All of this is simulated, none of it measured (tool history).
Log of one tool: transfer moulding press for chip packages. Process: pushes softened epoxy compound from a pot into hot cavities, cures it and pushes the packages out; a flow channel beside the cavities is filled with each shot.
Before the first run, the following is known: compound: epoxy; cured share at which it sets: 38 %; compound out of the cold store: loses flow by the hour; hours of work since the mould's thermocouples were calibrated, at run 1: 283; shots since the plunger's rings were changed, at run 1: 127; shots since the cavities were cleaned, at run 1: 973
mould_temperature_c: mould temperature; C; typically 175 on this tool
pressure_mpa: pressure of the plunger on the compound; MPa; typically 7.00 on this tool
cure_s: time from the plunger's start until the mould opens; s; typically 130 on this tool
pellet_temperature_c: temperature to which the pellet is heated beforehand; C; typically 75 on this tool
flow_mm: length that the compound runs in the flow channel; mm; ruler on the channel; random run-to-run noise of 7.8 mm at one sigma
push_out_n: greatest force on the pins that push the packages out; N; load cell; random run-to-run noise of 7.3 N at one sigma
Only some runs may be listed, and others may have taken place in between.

run     day  mould_temperature_c  pressure_mpa  cure_s  pellet_temperature_c  hours of work since the mould's thermocouples were calibrated  shots since the plunger's rings were changed  shots since the cavities were cleaned  incoming compound's hours out of the cold store  flow_mm  push_out_n
  1   0.000                  175          7.00     130                    75                                                            283                                           127                                    973                                             13.0     1032         468
  2   0.612                  175          7.00     130                    75                                                            291                                           246                                   1092                                             33.8      925         450
      0.942  -- cavities cleaned with cleaning compound and waxed
  3   1.346                  175          7.00     130                    75                                                            300                                           377                                     78                                             36.0      912         346
  4   2.400                  175          7.00     130                    75                                                            314                                           583                                    284                                             40.1      895         381
  5   3.438                  175          7.00     130                    66                                                            327                                           786                                    487                                             36.6      904         396
  6   4.396                  175          7.00     130                    66                                                            340                                           973                                    674                                             28.2      949         427
  7   5.062                  178          7.00     130                    66                                                            349                                          1104                                    805                                             14.9      986         408
  8   6.192                  175          7.00     131                    75                                                            364                                          1324                                   1025                                             21.3      968         457
      6.779  -- cavities cleaned with cleaning compound and waxed
  9   7.275                  175          7.00     131                    75                                                            377                                          1524                                     97                                             40.1      891         342
 10   8.333                  176          8.69     127                    78                                                            391                                          1730                                    303                                             11.5     1099         388
 11   9.046                  169          7.00     117                    73                                                            400                                          1870                                    443                                             10.2     1024         765
 12   9.679                  172          7.00     130                    73                                                            409                                          1994                                    567                                             46.4      876         479
 13  10.383                  172          7.00     130                    73                                                            418                                          2131                                    704                                             12.1     1015         513
 14  10.900                  178          7.00     130                    73                                                            425                                          2232                                    805                                             18.8      933         404
 15  11.771                  175          7.00     127                    75                                                            436                                          2403                                    976                                             20.3      958         475
 16  12.433                  175          7.00     127                    75                                                            445                                          2532                                   1105                                             16.4      961         471
     12.662  -- cavities cleaned with cleaning compound and waxed
 17  13.079                  175          7.00     130                    75                                                            453                                          2646                                     81                                             18.3      956         348

Below, some changes in flow_mm between adjacent runs. For each, the amount present without the hidden state too (settings, incoming material, random variation) and the amount remaining for the hidden state with gauge scatter not shared by both compared results:
What the log doesn't record here: true mould temperature over the reading, C; pressure that reaches the compound, % of what is set; grip of the stained cavities, % over clean ones'; drift of the gauge itself on flow_mm, %; drift of the gauge itself on push_out_n, %.
Run 9 -> 10: mould_temperature_c 175 -> 176, pressure_mpa 7.00 -> 8.69, cure_s 131 -> 127, pellet_temperature_c 75 -> 78. flow_mm +208 mm: hidden state -10, all else +218.
